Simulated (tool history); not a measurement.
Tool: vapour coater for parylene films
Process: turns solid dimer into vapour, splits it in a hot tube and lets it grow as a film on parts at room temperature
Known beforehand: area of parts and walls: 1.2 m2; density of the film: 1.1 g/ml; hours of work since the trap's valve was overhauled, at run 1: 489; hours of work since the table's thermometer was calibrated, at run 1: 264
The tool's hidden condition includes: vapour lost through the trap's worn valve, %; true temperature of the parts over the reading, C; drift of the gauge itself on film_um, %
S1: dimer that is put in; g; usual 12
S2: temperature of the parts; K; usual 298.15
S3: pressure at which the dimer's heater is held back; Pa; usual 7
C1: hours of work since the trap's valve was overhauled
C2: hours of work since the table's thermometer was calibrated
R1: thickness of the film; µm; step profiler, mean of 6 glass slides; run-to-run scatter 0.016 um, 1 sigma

run	day	S1	S2	S3	C1	C2	R1
1	0	12	298.15	7	489	264	6.05
2	0.617	12	298.15	5.61	497	272	6.15
3	1.346	12	298.15	7.99	507	282	6
4	1.7	12	298.15	7.99	512	287	6.01
5	2.083	12	298.15	7.99	518	293	5.99
6	2.625	12	298.15	7.99	525	300	6.01
7	3.038	12	298.15	10.33	531	306	5.89
8	3.8	12	298.15	10.33	542	316	5.88
9	4.35	17	298.15	7	549	324	8.56
10	4.658	13	294.15	5.66	553	328	8
11	5.192	18	308.15	5.07	561	336	5.83
12	5.775	10	293.15	3.08	569	344	6.7
13	6.292	9	292.15	4.89	576	351	6.11
14	6.688	9	292.15	4.89	582	357	6.13
15	7.196	20	292.15	5.39	589	364	13.53
16	7.9	20	292.15	5.39	599	374	13.56
17	8.521	20	292.15	5.39	607	382	13.52
18	8.892	12	308.15	7	612	387	3.81

3 ways to go on from here, each from the tool as it stands after run 18. What would each give?
A	9.471	5	307.15	3.26	620	395	?
B	9.471	12	308.15	7.58	620	395	?
C	9.471	12	298.15	11.56	620	395	?

run	R1
A	1.75
B	3.77
C	5.83
Without the tool's unlogged condition, the same runs would have read:
run	R1
A	1.76
B	3.77
C	5.84
